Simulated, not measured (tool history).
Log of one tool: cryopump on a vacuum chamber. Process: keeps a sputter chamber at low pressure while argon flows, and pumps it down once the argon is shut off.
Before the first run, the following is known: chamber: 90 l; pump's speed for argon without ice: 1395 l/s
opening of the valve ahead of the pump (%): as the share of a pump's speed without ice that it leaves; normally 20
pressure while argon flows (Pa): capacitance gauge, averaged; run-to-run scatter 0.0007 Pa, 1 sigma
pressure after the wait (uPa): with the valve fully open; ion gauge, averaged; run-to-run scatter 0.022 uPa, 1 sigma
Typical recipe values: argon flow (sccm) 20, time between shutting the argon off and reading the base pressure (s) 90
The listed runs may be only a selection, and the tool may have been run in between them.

run,hour,argon flow (sccm),time between shutting the argon off and reading the base pressure (s),opening of the valve ahead of the pump (%),pressure while argon flows (Pa),pressure after the wait (uPa)
1,0,20,90,20,0.1217,2.46
2,50.5,20,90,20,0.1217,2.62
3,118.8,20,90,20,0.1224,2.62
4,208.8,20,90,20,0.1221,2.82
5,326.7,20,90,40,0.0623,3.09
6,388.1,20,90,40,0.063,3.07
7,445.1,20,90,54,0.0484,3.18
8,553.1,20,68,54,0.048,3.54
9,624.6,26,68,54,0.0623,3.64
10,688.6,26,140,54,0.0621,3.48
# hour 770.5: leaking fittings of the chamber tightened, without venting
11,790.6,26,140,54,0.0626,0.64
12,899.6,26,140,54,0.0626,0.77
13,969.8,26,140,54,0.0635,0.89
14,1026.8,20,83,20,0.1251,1.16

Forecast run 15:
15,1122.9,17,291,18,?,?

Run 15 measured pressure while argon flows (Pa) 0.1191, pressure after the wait (uPa) 0.95.
With no hidden state in the tool, this same run would have given pressure while argon flows (Pa) 0.115, pressure after the wait (uPa) 0.34.

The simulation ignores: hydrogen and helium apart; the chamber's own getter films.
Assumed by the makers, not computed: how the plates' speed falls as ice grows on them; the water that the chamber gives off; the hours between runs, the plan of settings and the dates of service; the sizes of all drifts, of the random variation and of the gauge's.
